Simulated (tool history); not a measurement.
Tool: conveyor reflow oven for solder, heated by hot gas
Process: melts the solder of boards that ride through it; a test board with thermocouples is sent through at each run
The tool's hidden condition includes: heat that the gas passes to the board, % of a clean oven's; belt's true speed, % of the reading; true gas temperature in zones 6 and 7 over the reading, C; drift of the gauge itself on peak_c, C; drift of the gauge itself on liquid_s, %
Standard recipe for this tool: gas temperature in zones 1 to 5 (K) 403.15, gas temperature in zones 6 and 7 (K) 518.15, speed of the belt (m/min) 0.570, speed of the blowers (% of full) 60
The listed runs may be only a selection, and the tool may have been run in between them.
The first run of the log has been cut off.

| run | day | gas temperature in zones 1 to 5 (K) | gas temperature in zones 6 and 7 (K) | speed of the belt (m/min) | speed of the blowers (% of full) | hours of work since the flux was cleaned out | hours of work since the belt drive was overhauled | hours of work since the thermocouples were changed | highest temperature of the board (K) | time above the solder's melting point (s) |
|---|---|---|---|---|---|---|---|---|---|---|
|  | 0.521 | flux residue cleaned out of gas plates and filters |
| 2 | 0.804 | 403.15 | 518.15 | 0.628 | 60 | 4 | 31 | 31 | 492.35 | 41.5 |
| 3 | 1.179 | 403.15 | 518.15 | 0.628 | 60 | 9 | 36 | 36 | 492.25 | 41.3 |
| 4 | 1.562 | 403.15 | 518.15 | 0.628 | 60 | 14 | 41 | 41 | 492.55 | 41.4 |
| 5 | 2.146 | 403.15 | 518.15 | 0.570 | 60 | 21 | 49 | 49 | 496.25 | 48.4 |
| 6 | 2.471 | 408.15 | 518.15 | 0.570 | 60 | 26 | 53 | 53 | 497.55 | 50.1 |
| 7 | 2.908 | 408.15 | 518.15 | 0.570 | 60 | 31 | 59 | 59 | 497.65 | 50.5 |
| 8 | 3.404 | 403.15 | 518.15 | 0.570 | 60 | 38 | 66 | 66 | 496.45 | 48.3 |
| 9 | 3.975 | 403.15 | 518.15 | 0.570 | 60 | 45 | 73 | 73 | 496.65 | 48.5 |
| 10 | 4.371 | 403.15 | 518.15 | 0.570 | 60 | 51 | 78 | 78 | 496.85 | 48.4 |
| 11 | 4.983 | 403.15 | 518.15 | 0.570 | 60 | 59 | 86 | 86 | 496.25 | 48.6 |
| 12 | 5.512 | 403.15 | 518.15 | 0.570 | 60 | 66 | 93 | 93 | 496.15 | 48.1 |
| 13 | 5.779 | 403.15 | 518.15 | 0.526 | 60 | 69 | 97 | 97 | 499.25 | 54.7 |
| 14 | 6.158 | 403.15 | 518.15 | 0.526 | 60 | 74 | 102 | 102 | 499.35 | 54.8 |
| 15 | 6.729 | 403.15 | 513.15 | 0.570 | 60 | 82 | 109 | 109 | 492.35 | 46.1 |
| 16 | 7.221 | 403.15 | 513.15 | 0.570 | 60 | 88 | 116 | 116 | 492.15 | 46.1 |
| 17 | 7.571 | 410.15 | 510.15 | 0.570 | 60 | 93 | 120 | 120 | 491.35 | 47.0 |
| 18 | 8.054 | 389.15 | 511.15 | 0.511 | 51 | 99 | 127 | 127 | 487.95 | 44.1 |
| 19 | 8.379 | 405.15 | 518.15 | 0.570 | 60 | 103 | 131 | 131 | 496.65 | 49.2 |
| 20 | 8.854 | 405.15 | 518.15 | 0.570 | 60 | 110 | 137 | 137 | 496.65 | 49.0 |
| 21 | 9.288 | 405.15 | 532.15 | 0.560 | 60 | 115 | 143 | 143 | 509.65 | 56.8 |

Run 22 is up next; what results do you expect?
| 22 | 9.608 | 403.15 | 523.15 | 0.609 | 88 | 120 | 147 | 147 | ? | ? |

{"run 22": {"highest temperature of the board (K)": 507.85, "time above the solder's melting point (s)": 51.0}}
On a tool with no hidden condition, and with the same random variation, this run would have come out at highest temperature of the board (K) 507.95, time above the solder's melting point (s) 51.0.
